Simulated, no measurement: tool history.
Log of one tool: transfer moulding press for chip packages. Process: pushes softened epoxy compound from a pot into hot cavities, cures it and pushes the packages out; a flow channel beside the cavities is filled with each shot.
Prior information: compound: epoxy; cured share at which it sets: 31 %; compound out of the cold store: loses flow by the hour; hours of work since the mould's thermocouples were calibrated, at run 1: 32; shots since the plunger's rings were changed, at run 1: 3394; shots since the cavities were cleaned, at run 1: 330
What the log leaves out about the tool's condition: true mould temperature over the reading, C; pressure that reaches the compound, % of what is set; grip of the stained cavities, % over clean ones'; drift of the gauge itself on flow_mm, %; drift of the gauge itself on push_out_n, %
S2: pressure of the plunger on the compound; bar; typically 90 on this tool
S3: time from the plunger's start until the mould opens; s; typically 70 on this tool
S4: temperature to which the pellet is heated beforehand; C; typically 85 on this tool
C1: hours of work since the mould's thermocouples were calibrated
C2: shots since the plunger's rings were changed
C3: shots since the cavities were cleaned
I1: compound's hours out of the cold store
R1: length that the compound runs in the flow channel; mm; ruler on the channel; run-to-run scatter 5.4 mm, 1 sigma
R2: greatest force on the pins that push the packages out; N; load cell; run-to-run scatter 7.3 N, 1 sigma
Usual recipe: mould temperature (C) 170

Run 1, hour 0: usual settings; C1 32; C2 3394; C3 330; I1 34.8. Result: R1 919 mm, R2 303 N.
Run 2, hour 22: usual settings; C1 46; C2 3748; C3 684; I1 18.3. Result: R1 1022 mm, R2 320 N.
At hour 37.9: cavities cleaned with cleaning compound and waxed.
Run 3, hour 42.8: usual settings but S2 75.4 bar; C1 58; C2 4059; C3 78; I1 33.6. Result: R1 852 mm, R2 309 N.
Run 4, hour 52.7: usual settings but S2 75.4 bar; C1 65; C2 4219; C3 238; I1 23.8. Result: R1 893 mm, R2 301 N.
Run 5, hour 69.2: usual settings but S2 75.4 bar; C1 75; C2 4485; C3 504; I1 15. Result: R1 952 mm, R2 316 N.
Run 6, hour 84.2: usual settings but mould temperature (C) 169, S2 75.4 bar, S3 67 s; C1 85; C2 4726; C3 745; I1 34.4. Result: R1 839 mm, R2 349 N.
At hour 88.1: plunger's sealing rings changed.
Run 7, hour 95.9: usual settings but S4 90 C; C1 91; C2 125; C3 893; I1 11.6. Result: R1 1053 mm, R2 329 N.
At hour 99.3: cavities cleaned with cleaning compound and waxed.
Run 8, hour 117.2: usual settings but mould temperature (C) 173, S3 54 s, S4 87 C; C1 103; C2 444; C3 288; I1 18.1. Result: R1 1018 mm, R2 425 N.
Run 9, hour 126.6: usual settings but S2 94.9 bar, S3 73 s, S4 87 C; C1 109; C2 596; C3 440; I1 37.8. Result: R1 937 mm, R2 288 N.
Run 10, hour 139.6: usual settings but S2 94.9 bar, S3 73 s, S4 87 C; C1 118; C2 805; C3 649; I1 34.7. Result: R1 947 mm, R2 291 N.

Below are 4 alternative next runs, each starting from the tool's condition after run 10. Predict each:
At hour 158.6: cavities cleaned with cleaning compound and waxed.
Run A, hour 159.1: usual settings but mould temperature (C) 165, S2 87.8 bar, S3 63 s, S4 87 C; C1 129; C2 1095; C3 9; I1 19.5. Result: R1 ?, R2 ?.
At hour 158.6: cavities cleaned with cleaning compound and waxed.
Run B, hour 159.1: usual settings but S2 85.6 bar; C1 129; C2 1095; C3 9; I1 21.2. Result: R1 ?, R2 ?.
At hour 158.6: cavities cleaned with cleaning compound and waxed.
Run C, hour 159.1: usual settings but mould temperature (C) 174, S3 83 s, S4 80 C; C1 129; C2 1095; C3 9; I1 21.5. Result: R1 ?, R2 ?.
At hour 158.6: cavities cleaned with cleaning compound and waxed.
Run D, hour 159.1: usual settings but S2 94.9 bar, S3 73 s, S4 91 C; C1 129; C2 1095; C3 9; I1 41.8. Result: R1 ?, R2 ?.

run    R1   R2
  A  1006  527
  B   978  321
  C   985  252
  D   909  285
Without the tool's hidden state the same runs would have given:
run    R1   R2
  A  1007  527
  B   978  321
  C   986  252
  D   909  285

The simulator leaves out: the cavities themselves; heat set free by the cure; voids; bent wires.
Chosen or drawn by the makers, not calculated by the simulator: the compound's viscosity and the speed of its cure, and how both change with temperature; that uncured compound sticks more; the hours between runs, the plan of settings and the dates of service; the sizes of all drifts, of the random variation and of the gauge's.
